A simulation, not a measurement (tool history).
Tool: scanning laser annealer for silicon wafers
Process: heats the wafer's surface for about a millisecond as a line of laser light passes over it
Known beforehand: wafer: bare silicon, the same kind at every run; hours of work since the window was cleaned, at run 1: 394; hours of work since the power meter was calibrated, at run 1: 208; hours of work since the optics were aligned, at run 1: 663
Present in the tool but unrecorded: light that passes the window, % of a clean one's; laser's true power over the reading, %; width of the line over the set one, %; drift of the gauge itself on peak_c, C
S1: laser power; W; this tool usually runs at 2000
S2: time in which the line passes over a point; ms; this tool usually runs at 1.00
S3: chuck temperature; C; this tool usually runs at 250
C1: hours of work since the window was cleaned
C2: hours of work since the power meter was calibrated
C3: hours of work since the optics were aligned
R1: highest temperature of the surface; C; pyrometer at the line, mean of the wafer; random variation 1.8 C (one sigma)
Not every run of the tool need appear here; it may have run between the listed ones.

run 1 day=0.000 | S1=2000 S2=1.00 S3=250 | C1=394 C2=208 C3=663 | R1=1021
run 2 day=0.692 | S1=2000 S2=1.00 S3=250 | C1=401 C2=215 C3=670 | R1=1018
run 3 day=1.208 | S1=2000 S2=0.90 S3=250 | C1=406 C2=220 C3=675 | R1=984
run 4 day=1.925 | S1=2000 S2=0.90 S3=250 | C1=413 C2=228 C3=682 | R1=986
run 5 day=2.704 | S1=1737 S2=0.90 S3=250 | C1=421 C2=236 C3=690 | R1=856
run 6 day=3.392 | S1=1737 S2=0.90 S3=250 | C1=428 C2=242 C3=697 | R1=862
run 7 day=3.925 | S1=1737 S2=0.90 S3=267 | C1=434 C2=248 C3=703 | R1=875
run 8 day=4.654 | S1=1737 S2=0.90 S3=267 | C1=441 C2=255 C3=710 | R1=876
-- day=5.167 window over the wafer cleaned
run 9 day=5.579 | S1=1737 S2=0.90 S3=267 | C1=4 C2=264 C3=719 | R1=888
run 10 day=6.371 | S1=1737 S2=0.90 S3=267 | C1=12 C2=272 C3=727 | R1=885
run 11 day=6.992 | S1=1737 S2=0.90 S3=267 | C1=19 C2=278 C3=733 | R1=887
run 12 day=7.708 | S1=2000 S2=1.11 S3=250 | C1=26 C2=285 C3=740 | R1=1068
run 13 day=8.388 | S1=2000 S2=1.11 S3=250 | C1=33 C2=292 C3=747 | R1=1063
run 14 day=9.304 | S1=2000 S2=1.11 S3=250 | C1=42 C2=302 C3=756 | R1=1069
run 15 day=10.279 | S1=2000 S2=1.15 S3=250 | C1=52 C2=312 C3=766 | R1=1077
run 16 day=10.912 | S1=2000 S2=1.00 S3=250 | C1=58 C2=318 C3=773 | R1=1028
run 17 day=11.488 | S1=2000 S2=1.00 S3=250 | C1=64 C2=324 C3=779 | R1=1030
run 18 day=12.188 | S1=2000 S2=1.00 S3=250 | C1=71 C2=331 C3=786 | R1=1028
run 19 day=13.171 | S1=2000 S2=1.00 S3=250 | C1=81 C2=341 C3=796 | R1=1030
run 20 day=13.892 | S1=2000 S2=1.00 S3=214 | C1=89 C2=348 C3=803 | R1=990
run 21 day=14.821 | S1=2000 S2=1.00 S3=263 | C1=98 C2=358 C3=812 | R1=1040
run 22 day=15.296 | S1=2000 S2=1.08 S3=250 | C1=103 C2=362 C3=817 | R1=1052
run 23 day=16.079 | S1=2169 S2=1.17 S3=233 | C1=111 C2=370 C3=825 | R1=1155
run 24 day=16.854 | S1=2038 S2=1.00 S3=276 | C1=119 C2=378 C3=833 | R1=1072
-- day=17.054 laser's power meter calibrated
run 25 day=17.846 | S1=2000 S2=0.81 S3=284 | C1=127 C2=8 C3=842 | R1=994
run 26 day=18.742 | S1=1780 S2=1.17 S3=274 | C1=136 C2=17 C3=851 | R1=983
run 27 day=19.150 | S1=1780 S2=1.05 S3=274 | C1=141 C2=21 C3=855 | R1=948
run 28 day=19.692 | S1=1817 S2=0.79 S3=250 | C1=146 C2=27 C3=860 | R1=867
run 29 day=20.638 | S1=1817 S2=0.89 S3=251 | C1=156 C2=36 C3=870 | R1=902
-- day=21.158 laser's power meter calibrated, once more
run 30 day=21.583 | S1=2180 S2=0.89 S3=219 | C1=164 C2=4 C3=878 | R1=1046
run 31 day=22.304 | S1=2180 S2=0.89 S3=219 | C1=171 C2=12 C3=886 | R1=1047
run 32 day=23.067 | S1=2105 S2=1.00 S3=250 | C1=179 C2=19 C3=893 | R1=1079
run 33 day=23.812 | S1=2000 S2=1.20 S3=250 | C1=187 C2=27 C3=901 | R1=1086
run 34 day=24.479 | S1=1913 S2=0.71 S3=214 | C1=193 C2=34 C3=908 | R1=844
run 35 day=25.025 | S1=1913 S2=0.71 S3=214 | C1=199 C2=39 C3=913 | R1=841
run 36 day=25.692 | S1=2000 S2=1.00 S3=262 | C1=206 C2=46 C3=920 | R1=1033
run 37 day=26.162 | S1=2000 S2=1.00 S3=262 | C1=210 C2=51 C3=925 | R1=1033
run 38 day=27.004 | S1=1943 S2=0.89 S3=283 | C1=219 C2=59 C3=933 | R1=989
run 39 day=27.400 | S1=1943 S2=0.89 S3=283 | C1=223 C2=63 C3=937 | R1=988
run 40 day=28.192 | S1=2048 S2=1.18 S3=287 | C1=231 C2=71 C3=945 | R1=1137

For each run, the measured value with the value that run would have given without the tool's hidden condition subtracted. The run-to-run variation is shared by both, the gauge scatter possibly not:
run=1 R1=-38
run=2 R1=-39
run=3 R1=-37
run=4 R1=-38
run=5 R1=-32
run=6 R1=-32
run=7 R1=-33
run=8 R1=-33
run=9 R1=-20
run=10 R1=-19
run=11 R1=-20
run=12 R1=-27
run=13 R1=-27
run=14 R1=-28
run=15 R1=-29
run=16 R1=-28
run=17 R1=-29
run=18 R1=-29
run=19 R1=-29
run=20 R1=-30
run=21 R1=-30
run=22 R1=-32
run=23 R1=-37
run=24 R1=-33
run=25 R1=-29
run=26 R1=-30
run=27 R1=-29
run=28 R1=-27
run=29 R1=-28
run=30 R1=-35
run=31 R1=-37
run=32 R1=-37
run=33 R1=-38
run=34 R1=-29
run=35 R1=-29
run=36 R1=-36
run=37 R1=-37
run=38 R1=-34
run=39 R1=-34
run=40 R1=-42
